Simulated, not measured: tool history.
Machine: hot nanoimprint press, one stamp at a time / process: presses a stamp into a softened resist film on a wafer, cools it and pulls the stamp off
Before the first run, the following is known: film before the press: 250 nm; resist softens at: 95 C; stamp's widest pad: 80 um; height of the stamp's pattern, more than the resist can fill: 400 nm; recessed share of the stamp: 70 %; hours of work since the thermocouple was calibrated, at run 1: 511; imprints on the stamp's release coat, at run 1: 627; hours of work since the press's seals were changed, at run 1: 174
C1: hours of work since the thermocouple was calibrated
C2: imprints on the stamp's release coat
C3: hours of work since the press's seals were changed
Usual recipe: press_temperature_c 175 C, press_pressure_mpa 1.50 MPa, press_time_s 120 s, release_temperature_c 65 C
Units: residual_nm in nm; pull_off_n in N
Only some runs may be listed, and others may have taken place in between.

Run 1, day 0.000: usual settings; C1 511; C2 627; C3 174. Result: residual_nm 133.4 nm, pull_off_n 97 N.
Run 2, day 1.529: usual settings; C1 532; C2 701; C3 194. Result: residual_nm 133.4 nm, pull_off_n 94 N.
At day 2.292: stamp cleaned and given a new release coat.
Run 3, day 5.104: usual settings; C1 576; C2 135; C3 239. Result: residual_nm 133.6 nm, pull_off_n 92 N.
At day 6.346: plate thermocouple calibrated.
Run 4, day 6.742: usual settings but press_pressure_mpa 1.05 MPa; C1 5; C2 208; C3 259. Result: residual_nm 153.5 nm, pull_off_n 94 N.
Run 5, day 9.742: usual settings but press_temperature_c 182 C; C1 45; C2 353; C3 299. Result: residual_nm 111.5 nm, pull_off_n 92 N.
Run 6, day 12.104: usual settings but press_temperature_c 182 C; C1 77; C2 467; C3 331. Result: residual_nm 110.8 nm, pull_off_n 92 N.
Run 7, day 14.817: usual settings but press_time_s 105 s; C1 113; C2 597; C3 367. Result: residual_nm 140.7 nm, pull_off_n 93 N.
Run 8, day 17.075: usual settings but press_time_s 105 s; C1 143; C2 706; C3 397. Result: residual_nm 142.2 nm, pull_off_n 95 N.
At day 17.779: stamp cleaned and given a new release coat.
Run 9, day 19.412: usual settings but press_pressure_mpa 1.04 MPa, press_time_s 161 s, release_temperature_c 62 C; C1 171; C2 79; C3 425. Result: residual_nm 138.2 nm, pull_off_n 98 N.
Run 10, day 21.400: usual settings but press_temperature_c 174 C, press_pressure_mpa 2.25 MPa, press_time_s 66 s; C1 198; C2 175; C3 452. Result: residual_nm 146.2 nm, pull_off_n 92 N.
Run 11, day 24.562: usual settings but press_temperature_c 174 C, press_pressure_mpa 2.25 MPa, press_time_s 66 s; C1 240; C2 327; C3 494. Result: residual_nm 145.5 nm, pull_off_n 93 N.
Run 12, day 26.600: usual settings but press_temperature_c 169 C, release_temperature_c 53 C; C1 267; C2 425; C3 521. Result: residual_nm 155.7 nm, pull_off_n 104 N.
Run 13, day 28.512: usual settings but release_temperature_c 62 C; C1 293; C2 517; C3 547. Result: residual_nm 132.7 nm, pull_off_n 97 N.
Run 14, day 30.188: usual settings but press_pressure_mpa 2.00 MPa, release_temperature_c 62 C; C1 315; C2 598; C3 569. Result: residual_nm 119.6 nm, pull_off_n 96 N.
Run 15, day 32.408: usual settings but press_pressure_mpa 2.00 MPa, release_temperature_c 62 C; C1 345; C2 705; C3 599. Result: residual_nm 118.4 nm, pull_off_n 98 N.
At day 33.292: stamp cleaned and given a new release coat.
Run 16, day 34.154: usual settings but press_temperature_c 166 C, press_pressure_mpa 1.23 MPa, press_time_s 91 s, release_temperature_c 72 C; C1 365; C2 41; C3 619. Result: residual_nm 189.2 nm, pull_off_n 88 N.

Predict each of these 5 candidate next runs independently; none follows another, all start after run 16:
Run A, day 37.729: usual settings but press_temperature_c 166 C, press_pressure_mpa 1.23 MPa, press_time_s 155 s, release_temperature_c 53 C; C1 413; C2 213; C3 667. Result: residual_nm ?, pull_off_n ?.
Run B, day 37.729: usual settings but press_temperature_c 171 C, press_pressure_mpa 1.23 MPa, press_time_s 91 s, release_temperature_c 50 C; C1 413; C2 213; C3 667. Result: residual_nm ?, pull_off_n ?.
Run C, day 37.729: usual settings but press_temperature_c 166 C, press_pressure_mpa 1.93 MPa, press_time_s 209 s, release_temperature_c 71 C; C1 413; C2 213; C3 667. Result: residual_nm ?, pull_off_n ?.
Run D, day 37.729: usual settings but press_temperature_c 166 C, press_pressure_mpa 0.90 MPa, press_time_s 81 s, release_temperature_c 66 C; C1 413; C2 213; C3 667. Result: residual_nm ?, pull_off_n ?.
Run E, day 37.729: usual settings but press_temperature_c 166 C, press_pressure_mpa 1.23 MPa, press_time_s 91 s, release_temperature_c 69 C; C1 413; C2 213; C3 667. Result: residual_nm ?, pull_off_n ?.

run  residual_nm  pull_off_n
  A        165.6         107
  B        168.8         108
  C        130.6          88
  D        204.8          93
  E        188.8          92
What these runs would have given with no unlogged condition in the tool:
run  residual_nm  pull_off_n
  A        165.3         107
  B        168.5         108
  C        130.2          88
  D        204.6          93
  E        188.4          92

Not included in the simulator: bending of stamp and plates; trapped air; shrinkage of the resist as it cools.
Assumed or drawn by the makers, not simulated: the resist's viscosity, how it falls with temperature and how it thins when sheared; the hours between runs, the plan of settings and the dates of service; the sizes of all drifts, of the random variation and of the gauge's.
